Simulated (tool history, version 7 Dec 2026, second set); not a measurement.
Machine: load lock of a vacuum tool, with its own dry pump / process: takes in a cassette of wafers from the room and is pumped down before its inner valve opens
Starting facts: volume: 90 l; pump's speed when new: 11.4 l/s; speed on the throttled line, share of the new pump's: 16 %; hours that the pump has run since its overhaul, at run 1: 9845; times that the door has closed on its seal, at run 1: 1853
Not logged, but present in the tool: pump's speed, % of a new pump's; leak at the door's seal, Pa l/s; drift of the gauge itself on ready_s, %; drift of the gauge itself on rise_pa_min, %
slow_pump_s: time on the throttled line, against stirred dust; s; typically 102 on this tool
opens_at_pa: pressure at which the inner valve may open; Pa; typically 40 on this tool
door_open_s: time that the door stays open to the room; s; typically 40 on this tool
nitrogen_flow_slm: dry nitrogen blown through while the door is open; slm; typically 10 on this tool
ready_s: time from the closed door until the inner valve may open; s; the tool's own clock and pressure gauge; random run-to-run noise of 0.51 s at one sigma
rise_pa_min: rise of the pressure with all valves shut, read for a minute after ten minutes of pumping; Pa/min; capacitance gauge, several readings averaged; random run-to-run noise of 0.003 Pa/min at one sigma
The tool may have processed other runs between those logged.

run,day,slow_pump_s,opens_at_pa,door_open_s,nitrogen_flow_slm,hours that the pump has run since its overhaul,times that the door has closed on its seal,"incoming humidity of the room's air, %",ready_s,rise_pa_min
1,0,102,40,40,10,9845,1853,44.1,152.1,0.031
2,15.054,102,40,40,10,10207,2238,42.7,153.1,0.035
3,22.404,102,70,40,10,10383,2426,48.5,149.2,0.035
4,37.367,102,70,40,10,10742,2809,43.1,148.2,0.035
5,45.371,102,52,40,10,10934,3014,43.7,150.7,0.039
6,57.725,102,52,40,10,11231,3329,38.9,151.6,0.041
7,70.704,102,40,40,10,11542,3661,46.8,153.5,0.042
8,78.883,102,40,40,10,11738,3870,45.3,153.2,0.045
9,85.508,102,40,40,10,11898,4040,45.2,153.6,0.047
10,93.942,102,40,40,10,12100,4255,46.2,154.4,0.043
11,105.417,102,68,40,9,12375,4549,46.7,149.4,0.047
12,120.042,164,45,60,17,12726,4923,42.2,203.4,0.042
13,127.225,164,45,60,17,12899,5107,45.2,203.7,0.049
14,139.592,164,45,54,17,13195,5423,44,205,0.048
15,151.204,193,32,33,20,13474,5720,47.3,231.8,0.045
16,164.471,193,32,33,20,13793,6059,42.6,230.6,0.042
17,172.729,86,68,228,11,13991,6270,47.5,136.8,0.09

5 ways to go on from here, each from the tool as it stands after run 17. What would each give?
A,184.621,102,36,40,21,14276,6574,46.3,?,?
B,184.621,102,76,40,10,14276,6574,47.2,?,?
C,184.621,112,68,197,11,14276,6574,43.5,?,?
D,184.621,57,40,40,10,14276,6574,45.6,?,?
E,184.621,86,54,228,11,14276,6574,46.4,?,?

run,ready_s,rise_pa_min
A,156.7,0.046
B,150.2,0.051
C,157.7,0.08
D,118.8,0.059
E,139.2,0.087
What these runs would have given with no unlogged condition in the tool:
run,ready_s,rise_pa_min
A,148.8,0.017
B,143.3,0.021
C,151,0.051
D,109.9,0.031
E,131.3,0.058
